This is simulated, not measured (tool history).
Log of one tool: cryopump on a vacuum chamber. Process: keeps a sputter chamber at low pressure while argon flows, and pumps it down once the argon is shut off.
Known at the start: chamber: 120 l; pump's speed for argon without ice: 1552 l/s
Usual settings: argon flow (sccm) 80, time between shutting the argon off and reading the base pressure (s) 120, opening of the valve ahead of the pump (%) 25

run,day,argon flow (sccm),time between shutting the argon off and reading the base pressure (s),opening of the valve ahead of the pump (%),pressure while argon flows (Pa),pressure after the wait (uPa)
1,0,80,120,25,0.3532,1.21
2,2.654,80,120,60,0.15,1.21
3,5.521,80,120,25,0.3512,1.25
4,8.512,80,120,25,0.3536,1.28
5,10.154,80,32,25,0.3533,2.88
6,13.038,80,120,17,0.518,1.27
7,15.988,80,120,25,0.3568,1.28
8,18.142,80,120,25,0.3589,1.38
9,21.258,80,155,25,0.3578,1.3
10,24.733,80,155,25,0.3594,1.25
11,27.604,80,135,25,0.3596,1.32
12,29.529,80,135,25,0.3634,1.34
13,32.25,80,135,25,0.3647,1.39
14,34.1,120,39,20,0.6803,2.65
15,36.3,80,32,16,0.563,3.08
# day 37.804: pump warmed up, emptied and cooled again
16,38.608,80,32,16,0.5439,2.99
17,40.708,80,32,16,0.5479,2.93
18,42.638,68,261,22,0.3405,1.14
19,44.129,80,21,32,0.2753,4.24
20,46.346,80,21,32,0.2775,4.14
21,48.833,81,59,32,0.2824,2.09
22,51.171,91,177,16,0.6289,1.31
23,54.483,91,177,16,0.6295,1.37
24,58.004,40,177,16,0.2772,1.36

4 ways to go on from here, each from the tool as it stands after run 24. What would each give?
A,59.892,40,177,28,?,?
B,59.892,40,24,53,?,?
C,59.892,89,177,16,?,?
D,59.892,107,177,15,?,?

run,pressure while argon flows (Pa),pressure after the wait (uPa)
A,0.1626,1.43
B,0.0882,4
C,0.6216,1.41
D,0.7899,1.43
Without the tool's hidden state the same runs would have given:
run,pressure while argon flows (Pa),pressure after the wait (uPa)
A,0.1566,0.6
B,0.0823,3.17
C,0.6083,0.59
D,0.7741,0.61
